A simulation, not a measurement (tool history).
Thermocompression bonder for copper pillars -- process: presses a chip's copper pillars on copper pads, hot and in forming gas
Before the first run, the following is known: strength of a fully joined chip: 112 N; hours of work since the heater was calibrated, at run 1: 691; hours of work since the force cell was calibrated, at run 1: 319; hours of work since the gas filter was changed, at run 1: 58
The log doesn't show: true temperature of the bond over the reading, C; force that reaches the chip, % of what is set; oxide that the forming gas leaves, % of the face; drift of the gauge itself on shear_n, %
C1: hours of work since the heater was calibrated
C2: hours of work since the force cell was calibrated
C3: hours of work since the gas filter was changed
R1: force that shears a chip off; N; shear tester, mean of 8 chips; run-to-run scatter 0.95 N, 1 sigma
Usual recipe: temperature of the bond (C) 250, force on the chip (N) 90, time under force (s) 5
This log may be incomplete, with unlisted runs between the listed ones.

{"run": 1, "day": 0.0, "temperature of the bond (C)": 250, "force on the chip (N)": 90, "time under force (s)": 5, "C1": 691, "C2": 319, "C3": 58, "R1": 79.9}
{"run": 2, "day": 0.492, "temperature of the bond (C)": 232, "force on the chip (N)": 90, "time under force (s)": 5, "C1": 696, "C2": 324, "C3": 63, "R1": 66.3}
{"run": 3, "day": 0.958, "temperature of the bond (C)": 232, "force on the chip (N)": 90, "time under force (s)": 5, "C1": 701, "C2": 329, "C3": 68, "R1": 67.6}
{"run": 4, "day": 1.6, "temperature of the bond (C)": 232, "force on the chip (N)": 90, "time under force (s)": 5, "C1": 708, "C2": 336, "C3": 75, "R1": 66.3}
{"run": 5, "day": 2.362, "temperature of the bond (C)": 250, "force on the chip (N)": 90, "time under force (s)": 10, "C1": 716, "C2": 344, "C3": 83, "R1": 92.3}
{"run": 6, "day": 3.117, "temperature of the bond (C)": 250, "force on the chip (N)": 90, "time under force (s)": 10, "C1": 724, "C2": 352, "C3": 91, "R1": 94.3}
{"run": 7, "day": 4.1, "temperature of the bond (C)": 250, "force on the chip (N)": 90, "time under force (s)": 5, "C1": 734, "C2": 362, "C3": 102, "R1": 79.7}
{"run": 8, "day": 4.612, "temperature of the bond (C)": 250, "force on the chip (N)": 90, "time under force (s)": 5, "C1": 740, "C2": 368, "C3": 107, "R1": 79.5}
{"run": 9, "day": 5.121, "temperature of the bond (C)": 250, "force on the chip (N)": 90, "time under force (s)": 13, "C1": 745, "C2": 373, "C3": 113, "R1": 96}
{"run": 10, "day": 6.075, "temperature of the bond (C)": 250, "force on the chip (N)": 90, "time under force (s)": 4, "C1": 756, "C2": 384, "C3": 123, "R1": 76}
{"run": 11, "day": 6.933, "temperature of the bond (C)": 250, "force on the chip (N)": 90, "time under force (s)": 5, "C1": 765, "C2": 393, "C3": 132, "R1": 79.8}
{"run": 12, "day": 7.892, "temperature of the bond (C)": 250, "force on the chip (N)": 90, "time under force (s)": 5, "C1": 775, "C2": 403, "C3": 143, "R1": 80.7}
{"run": 13, "day": 8.367, "temperature of the bond (C)": 250, "force on the chip (N)": 90, "time under force (s)": 5, "C1": 780, "C2": 408, "C3": 148, "R1": 79.1}
{"run": 14, "day": 9.371, "temperature of the bond (C)": 279, "force on the chip (N)": 90, "time under force (s)": 5, "C1": 791, "C2": 419, "C3": 158, "R1": 99.2}
{"run": 15, "day": 10.012, "temperature of the bond (C)": 250, "force on the chip (N)": 90, "time under force (s)": 10, "C1": 798, "C2": 426, "C3": 165, "R1": 93.2}
{"run": 16, "day": 10.571, "temperature of the bond (C)": 250, "force on the chip (N)": 90, "time under force (s)": 10, "C1": 804, "C2": 432, "C3": 171, "R1": 96}
{"run": 17, "day": 11.558, "temperature of the bond (C)": 250, "force on the chip (N)": 90, "time under force (s)": 10, "C1": 814, "C2": 442, "C3": 182, "R1": 95.3}
{"run": 18, "day": 12.346, "temperature of the bond (C)": 250, "force on the chip (N)": 90, "time under force (s)": 10, "C1": 823, "C2": 451, "C3": 190, "R1": 93.2}
{"run": 19, "day": 13.042, "temperature of the bond (C)": 250, "force on the chip (N)": 104, "time under force (s)": 10, "C1": 830, "C2": 458, "C3": 198, "R1": 99.8}
{"run": 20, "day": 13.558, "temperature of the bond (C)": 250, "force on the chip (N)": 90, "time under force (s)": 5, "C1": 836, "C2": 464, "C3": 203, "R1": 79.1}
{"run": 21, "day": 14.292, "temperature of the bond (C)": 245, "force on the chip (N)": 67, "time under force (s)": 8, "C1": 844, "C2": 472, "C3": 211, "R1": 69.8}
{"run": 22, "day": 15.046, "temperature of the bond (C)": 250, "force on the chip (N)": 90, "time under force (s)": 13, "C1": 852, "C2": 480, "C3": 219, "R1": 96.5}
{"run": 23, "day": 15.592, "temperature of the bond (C)": 242, "force on the chip (N)": 127, "time under force (s)": 9, "C1": 857, "C2": 485, "C3": 225, "R1": 101.2}
{"run": 24, "day": 16.354, "temperature of the bond (C)": 250, "force on the chip (N)": 84, "time under force (s)": 5, "C1": 866, "C2": 494, "C3": 233, "R1": 75.9}
{"run": 25, "day": 17.117, "temperature of the bond (C)": 250, "force on the chip (N)": 84, "time under force (s)": 5, "C1": 874, "C2": 502, "C3": 241, "R1": 77.6}
{"run": 26, "day": 17.6, "temperature of the bond (C)": 221, "force on the chip (N)": 126, "time under force (s)": 3, "C1": 879, "C2": 507, "C3": 246, "R1": 66.8}
{"run": 27, "day": 18.158, "temperature of the bond (C)": 241, "force on the chip (N)": 90, "time under force (s)": 15, "C1": 885, "C2": 513, "C3": 252, "R1": 92.7}
{"run": 28, "day": 18.612, "temperature of the bond (C)": 280, "force on the chip (N)": 124, "time under force (s)": 8, "C1": 890, "C2": 518, "C3": 257, "R1": 108.2}
{"run": 29, "day": 19.379, "temperature of the bond (C)": 250, "force on the chip (N)": 90, "time under force (s)": 5, "C1": 898, "C2": 526, "C3": 265, "R1": 81}
{"run": 30, "day": 20.183, "temperature of the bond (C)": 236, "force on the chip (N)": 83, "time under force (s)": 9, "C1": 907, "C2": 535, "C3": 274, "R1": 77.3}
{"run": 31, "day": 20.933, "temperature of the bond (C)": 264, "force on the chip (N)": 116, "time under force (s)": 4, "C1": 915, "C2": 543, "C3": 282, "R1": 99.4}
{"run": 32, "day": 21.867, "temperature of the bond (C)": 264, "force on the chip (N)": 116, "time under force (s)": 4, "C1": 925, "C2": 553, "C3": 292, "R1": 98.2}
{"run": 33, "day": 22.812, "temperature of the bond (C)": 231, "force on the chip (N)": 90, "time under force (s)": 4, "C1": 935, "C2": 563, "C3": 302, "R1": 59.5}
{"run": 34, "day": 23.308, "temperature of the bond (C)": 250, "force on the chip (N)": 90, "time under force (s)": 4, "C1": 940, "C2": 568, "C3": 307, "R1": 75.2}
{"run": 35, "day": 23.858, "temperature of the bond (C)": 250, "force on the chip (N)": 90, "time under force (s)": 4, "C1": 946, "C2": 574, "C3": 313, "R1": 77.2}

Run 36 comes next. What will it give?
{"day": 23.992, "done": "forming gas filter changed"}
{"run": 36, "day": 24.683, "temperature of the bond (C)": 227, "force on the chip (N)": 86, "time under force (s)": 6, "C1": 955, "C2": 583, "C3": 7, "R1": "?"}

{"run 36": {"R1": 63.3}}
Had the tool carried no hidden state, the very same run would have given R1 63.2 N.

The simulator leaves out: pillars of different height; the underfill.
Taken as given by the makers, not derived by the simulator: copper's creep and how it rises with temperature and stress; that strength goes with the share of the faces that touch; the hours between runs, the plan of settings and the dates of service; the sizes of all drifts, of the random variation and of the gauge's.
